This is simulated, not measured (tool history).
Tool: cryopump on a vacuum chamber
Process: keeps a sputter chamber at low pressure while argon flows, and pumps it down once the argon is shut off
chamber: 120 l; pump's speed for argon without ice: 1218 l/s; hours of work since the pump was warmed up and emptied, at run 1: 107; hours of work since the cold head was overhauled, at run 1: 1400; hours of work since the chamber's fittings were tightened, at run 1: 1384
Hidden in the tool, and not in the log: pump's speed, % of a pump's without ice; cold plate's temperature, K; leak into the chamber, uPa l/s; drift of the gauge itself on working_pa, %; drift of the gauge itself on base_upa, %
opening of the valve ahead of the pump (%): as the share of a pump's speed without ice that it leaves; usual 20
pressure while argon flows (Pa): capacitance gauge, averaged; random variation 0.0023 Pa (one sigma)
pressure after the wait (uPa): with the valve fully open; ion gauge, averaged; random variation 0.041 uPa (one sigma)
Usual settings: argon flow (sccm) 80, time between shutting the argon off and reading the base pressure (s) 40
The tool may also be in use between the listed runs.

run	hour	argon flow (sccm)	time between shutting the argon off and reading the base pressure (s)	opening of the valve ahead of the pump (%)	hours of work since the pump was warmed up and emptied	hours of work since the cold head was overhauled	hours of work since the chamber's fittings were tightened	pressure while argon flows (Pa)	pressure after the wait (uPa)
1	0.0	80	40	20	107	1400	1384	0.5552	2.93
2	55.7	80	40	20	130	1423	1408	0.5610	3.02
3	105.1	80	40	20	151	1444	1428	0.5591	2.96
4	160.2	80	40	20	174	1467	1452	0.5624	2.95
5	223.7	80	40	20	201	1494	1478	0.5587	2.93
6	294.5	57	40	20	230	1524	1508	0.3991	3.06
7	373.0	57	40	20	263	1557	1541	0.4000	3.06
8	450.0	35	225	21	296	1589	1573	0.2335	1.32
9	521.0	35	225	21	326	1619	1603	0.2371	1.31
10	574.4	35	225	21	348	1641	1626	0.2355	1.33
11	635.4	58	56	43	374	1667	1651	0.1931	2.50
12	685.4	38	136	15	395	1688	1672	0.3560	1.63
13	729.6	38	136	15	413	1706	1691	0.3570	1.67

3 ways to go on from here, each from the tool as it stands after run 13. What would each give?
A	810.6	56	151	38	447	1740	1725	?	?
B	810.6	37	236	55	447	1740	1725	?	?
C	810.6	108	73	39	447	1740	1725	?	?

run	pressure while argon flows (Pa)	pressure after the wait (uPa)
A	0.2146	1.59
B	0.0994	1.40
C	0.3997	2.12
Without the tool's hidden state the same runs would have given:
run	pressure while argon flows (Pa)	pressure after the wait (uPa)
A	0.2051	0.80
B	0.0933	0.61
C	0.3817	1.34
